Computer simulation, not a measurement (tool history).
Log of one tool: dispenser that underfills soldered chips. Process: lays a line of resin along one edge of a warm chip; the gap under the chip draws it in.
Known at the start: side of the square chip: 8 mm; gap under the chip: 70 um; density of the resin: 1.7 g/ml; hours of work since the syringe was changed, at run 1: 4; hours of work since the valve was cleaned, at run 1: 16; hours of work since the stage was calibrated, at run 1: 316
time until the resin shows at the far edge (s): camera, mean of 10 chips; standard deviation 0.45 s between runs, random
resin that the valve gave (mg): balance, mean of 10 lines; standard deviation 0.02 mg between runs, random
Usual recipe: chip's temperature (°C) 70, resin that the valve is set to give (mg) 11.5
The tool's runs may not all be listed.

run    day  chip's temperature (°C)  resin that the valve is set to give (mg)  hours of work since the syringe was changed  hours of work since the valve was cleaned  hours of work since the stage was calibrated  time until the resin shows at the far edge (s)  resin that the valve gave (mg)
  1  0.000                       70                                      11.5                                            4                                         16                                           316                                            39.1                           11.40
     0.108  -- new syringe of resin
  2  0.254                       70                                      11.5                                            2                                         19                                           320                                            35.1                           11.41
     0.533  -- new syringe of resin
  3  0.621                       70                                      11.5                                            1                                         25                                           325                                            34.7                           11.34
     0.917  -- new syringe of resin
  4  1.104                       70                                      12.4                                            3                                         32                                           332                                            36.6                           12.17
     1.300  -- new syringe of resin
  5  1.442                       70                                      12.4                                            2                                         37                                           337                                            35.4                           12.16
     1.704  -- new syringe of resin
  6  1.921                       70                                      12.4                                            3                                         44                                           345                                            37.7                           12.07
     2.100  -- new syringe of resin
  7  2.350                       70                                      12.6                                            4                                         51                                           351                                            37.7                           12.21
     2.508  -- new syringe of resin
  8  2.725                       75                                      11.5                                            3                                         56                                           357                                            30.5                           11.16
     2.900  -- new syringe of resin
  9  3.054                       64                                      11.5                                            2                                         61                                           362                                            45.9                           11.09
     3.292  -- new syringe of resin
     3.396  -- dispensing valve cleaned and set on the balance
 10  3.512                       62                                       9.9                                            3                                          2                                           368                                            54.4                            9.91
     3.729  -- new syringe of resin
 11  3.967                       62                                       9.9                                            4                                          9                                           375                                            55.2                            9.87
     4.117  -- new syringe of resin
 12  4.233                       85                                      14.1                                            2                                         13                                           379                                            18.8                           13.99
     4.521  -- new syringe of resin
 13  4.596                       71                                      12.0                                            1                                         18                                           384                                            33.1                           11.90

Here are 3 independent what-if runs from the current tool condition. What would each one return?
     4.921  -- new syringe of resin
  A  5.075                       60                                      13.1                                            2                                         25                                           391                                               ?                               ?
     4.921  -- new syringe of resin
  B  5.075                       56                                      10.7                                            2                                         25                                           391                                               ?                               ?
     4.921  -- new syringe of resin
  C  5.075                       73                                      12.9                                            2                                         25                                           391                                               ?                               ?

run  time until the resin shows at the far edge (s)  resin that the valve gave (mg)
  A                                            55.5                           12.94
  B                                            67.4                           10.57
  C                                            31.4                           12.73
What these runs would have given with no unlogged condition in the tool:
run  time until the resin shows at the far edge (s)  resin that the valve gave (mg)
  A                                            52.6                           13.14
  B                                            63.7                           10.73
  C                                            29.7                           12.92
